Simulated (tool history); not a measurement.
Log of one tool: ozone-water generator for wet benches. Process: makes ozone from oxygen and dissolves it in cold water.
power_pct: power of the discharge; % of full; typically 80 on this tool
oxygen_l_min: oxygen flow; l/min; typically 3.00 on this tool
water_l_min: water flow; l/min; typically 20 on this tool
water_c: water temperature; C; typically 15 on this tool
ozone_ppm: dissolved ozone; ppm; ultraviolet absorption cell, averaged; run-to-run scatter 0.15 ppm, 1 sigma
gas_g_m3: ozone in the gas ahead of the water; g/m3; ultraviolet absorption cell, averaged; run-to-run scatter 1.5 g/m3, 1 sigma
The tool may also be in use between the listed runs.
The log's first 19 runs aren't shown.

run    hour  power_pct  oxygen_l_min  water_l_min  water_c  hours of work since the electrodes were changed  hours of work since the contactor was cleaned  hours of work since the thermometer was calibrated  ozone_ppm  gas_g_m3
 20  1115.9         59          3.29           20       15                                             2385                                           7087                                                 417       13.4     195.7
 21  1170.8         87          3.00           20        9                                             2436                                           7138                                                 468       19.6     290.5
 22  1236.9         96          4.24           23       22                                             2498                                           7199                                                 530       16.8     254.1
 23  1325.7         96          4.24           23       22                                             2580                                           7282                                                 612       16.8     255.3
 24  1381.1         67          3.00           23       16                                             2632                                           7334                                                 664       12.9     231.3
 25  1453.7         49          2.21           18        8                                             2700                                           7402                                                 732       12.9     211.2
 26  1502.1         61          4.97           25       15                                             2745                                           7447                                                 777       11.2     155.7
 27  1564.0         61          4.97           25       15                                             2803                                           7505                                                 835       11.5     156.1
 28  1637.6         61          4.97           25       15                                             2871                                           7573                                                 903       11.4     156.7
 29  1686.6         61          4.97           25       15                                             2917                                           7619                                                 949       11.5     155.4
 30  1738.4         61          4.97           25       15                                             2965                                           7667                                                 997       11.3     156.3
 31  1816.9         61          4.97           25       15                                             3039                                           7740                                                1071       11.2     155.9
 32  1896.7         78          4.84           27        8                                             3113                                           7815                                                1145       13.7     195.5
 33  1976.5         80          2.11           20        8                                             3187                                           7889                                                1219       17.3     332.7

Predict each of these 4 candidate next runs independently; none follows another, all start after run 33:
  A  2018.2         78          3.45           18       15                                             3226                                           7928                                                1258          ?         ?
  B  2018.2         44          2.11           20        8                                             3226                                           7928                                                1258          ?         ?
  C  2018.2         80          3.00           29       15                                             3226                                           7928                                                1258          ?         ?
  D  2018.2         80          3.00           18       15                                             3226                                           7928                                                1258          ?         ?

run  ozone_ppm  gas_g_m3
  A       18.6     239.9
  B       10.3     199.1
  C       11.7     269.2
  D       19.1     266.4
Had the tool no hidden state, the same runs would have come out as:
run  ozone_ppm  gas_g_m3
  A       20.6     247.5
  B       11.2     202.5
  C       13.0     277.9
  D       21.1     275.0

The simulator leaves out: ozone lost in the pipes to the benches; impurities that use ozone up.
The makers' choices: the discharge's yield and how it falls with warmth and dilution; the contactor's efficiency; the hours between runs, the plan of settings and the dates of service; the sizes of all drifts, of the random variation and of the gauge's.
